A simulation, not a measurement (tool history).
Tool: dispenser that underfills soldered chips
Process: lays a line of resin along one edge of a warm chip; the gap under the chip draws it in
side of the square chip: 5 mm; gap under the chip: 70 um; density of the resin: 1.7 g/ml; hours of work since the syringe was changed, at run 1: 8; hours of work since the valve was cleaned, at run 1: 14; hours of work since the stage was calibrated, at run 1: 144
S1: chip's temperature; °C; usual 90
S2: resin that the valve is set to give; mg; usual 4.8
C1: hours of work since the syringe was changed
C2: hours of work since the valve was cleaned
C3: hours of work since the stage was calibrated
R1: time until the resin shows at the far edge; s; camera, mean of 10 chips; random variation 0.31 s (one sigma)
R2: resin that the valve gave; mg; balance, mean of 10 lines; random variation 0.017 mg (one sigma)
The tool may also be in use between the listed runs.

Run 1, hour 0: usual settings; C1 8; C2 14; C3 144. Result: R1 18.9 s, R2 4.75 mg.
At hour 4.3: new syringe of resin.
Run 2, hour 5.6: usual settings; C1 1; C2 17; C3 147. Result: R1 9.9 s, R2 4.7 mg.
Run 3, hour 10.4: usual settings; C1 4; C2 20; C3 150. Result: R1 12.3 s, R2 4.72 mg.
Run 4, hour 15.3: usual settings but S1 101 °C; C1 7; C2 23; C3 153. Result: R1 11.2 s, R2 4.67 mg.
At hour 21.8: new syringe of resin.
Run 5, hour 22.6: usual settings; C1 0; C2 27; C3 157. Result: R1 9.1 s, R2 4.71 mg.
Run 6, hour 29.6: usual settings but S1 76 °C; C1 5; C2 31; C3 162. Result: R1 21.7 s, R2 4.64 mg.
Run 7, hour 37.8: usual settings but S1 76 °C; C1 10; C2 36; C3 167. Result: R1 32.6 s, R2 4.63 mg.
At hour 39.6: new syringe of resin.
Run 8, hour 47.1: usual settings but S1 76 °C; C1 5; C2 42; C3 172. Result: R1 20.8 s, R2 4.63 mg.
Run 9, hour 53.7: usual settings; C1 9; C2 46; C3 176. Result: R1 18.2 s, R2 4.62 mg.
At hour 57.5: new syringe of resin.
Run 10, hour 63: usual settings; C1 3; C2 51; C3 181. Result: R1 12 s, R2 4.61 mg.
Run 11, hour 71.3: usual settings but S1 93 °C, S2 4.98 mg; C1 8; C2 56; C3 187. Result: R1 15.6 s, R2 4.75 mg.

Forecast run 12:
At hour 75.3: new syringe of resin.
Run 12, hour 77: usual settings but S1 93 °C, S2 4.98 mg; C1 1; C2 59; C3 190. Result: R1 ?, R2 ?.

{"run 12": {"R1": 8.9, "R2": 4.76}}
Without the tool's hidden state the same run would have given R1 7.6 s, R2 5 mg.
